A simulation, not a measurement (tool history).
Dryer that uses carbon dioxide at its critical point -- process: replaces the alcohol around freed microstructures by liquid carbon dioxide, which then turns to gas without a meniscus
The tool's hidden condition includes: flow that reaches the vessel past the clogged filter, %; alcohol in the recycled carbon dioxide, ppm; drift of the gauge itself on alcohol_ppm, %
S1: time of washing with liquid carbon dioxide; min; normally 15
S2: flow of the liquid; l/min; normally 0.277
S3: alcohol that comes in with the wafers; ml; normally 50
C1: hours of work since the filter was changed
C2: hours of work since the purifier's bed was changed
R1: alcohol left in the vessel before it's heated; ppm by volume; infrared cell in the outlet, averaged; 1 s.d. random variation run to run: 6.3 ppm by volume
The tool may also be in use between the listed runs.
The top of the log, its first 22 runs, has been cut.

run 23 hour=748.1 | S1=9 S2=0.325 S3=42 | C1=281 C2=425 | R1=1680
run 24 hour=781.5 | S1=13 S2=0.290 S3=42 | C1=299 C2=443 | R1=599
run 25 hour=812.4 | S1=9 S2=0.328 S3=98 | C1=316 C2=460 | R1=3840
run 26 hour=851.4 | S1=15 S2=0.430 S3=49 | C1=337 C2=481 | R1=103
run 27 hour=875.8 | S1=15 S2=0.209 S3=49 | C1=350 C2=495 | R1=1582
run 28 hour=908.3 | S1=15 S2=0.209 S3=49 | C1=368 C2=512 | R1=1625
run 29 hour=952.4 | S1=15 S2=0.209 S3=49 | C1=392 C2=536 | R1=1627
run 30 hour=996.8 | S1=15 S2=0.171 S3=35 | C1=416 C2=561 | R1=2461
run 31 hour=1026.6 | S1=15 S2=0.354 S3=108 | C1=433 C2=577 | R1=312
run 32 hour=1053.7 | S1=19 S2=0.449 S3=25 | C1=447 C2=592 | R1=103
run 33 hour=1096.4 | S1=19 S2=0.277 S3=50 | C1=471 C2=615 | R1=206
run 34 hour=1129.6 | S1=14 S2=0.251 S3=72 | C1=489 C2=633 | R1=1627
-- hour=1149.0 inlet filter changed
run 35 hour=1176.4 | S1=14 S2=0.327 S3=72 | C1=15 C2=658 | R1=319
run 36 hour=1214.6 | S1=11 S2=0.350 S3=47 | C1=36 C2=679 | R1=517
-- hour=1232.8 purifier's bed changed
run 37 hour=1247.5 | S1=11 S2=0.234 S3=27 | C1=52 C2=8 | R1=1426
run 38 hour=1281.8 | S1=19 S2=0.333 S3=27 | C1=71 C2=27 | R1=20
run 39 hour=1322.4 | S1=15 S2=0.191 S3=105 | C1=93 C2=49 | R1=3718

Below are 4 alternative next runs, each starting from the tool's condition after run 39. Predict each:
run A hour=1365.2 | S1=15 S2=0.290 S3=32 | C1=116 C2=72 | R1=?
run B hour=1365.2 | S1=23 S2=0.238 S3=105 | C1=116 C2=72 | R1=?
run C hour=1365.2 | S1=15 S2=0.175 S3=67 | C1=116 C2=72 | R1=?
run D hour=1365.2 | S1=19 S2=0.191 S3=105 | C1=116 C2=72 | R1=?

run=A R1=174
run=B R1=119
run=C R1=3431
run=D R1=1297
Had the tool no hidden state, the same runs would have come out as:
run=A R1=139
run=B R1=89
run=C R1=3092
run=D R1=1118
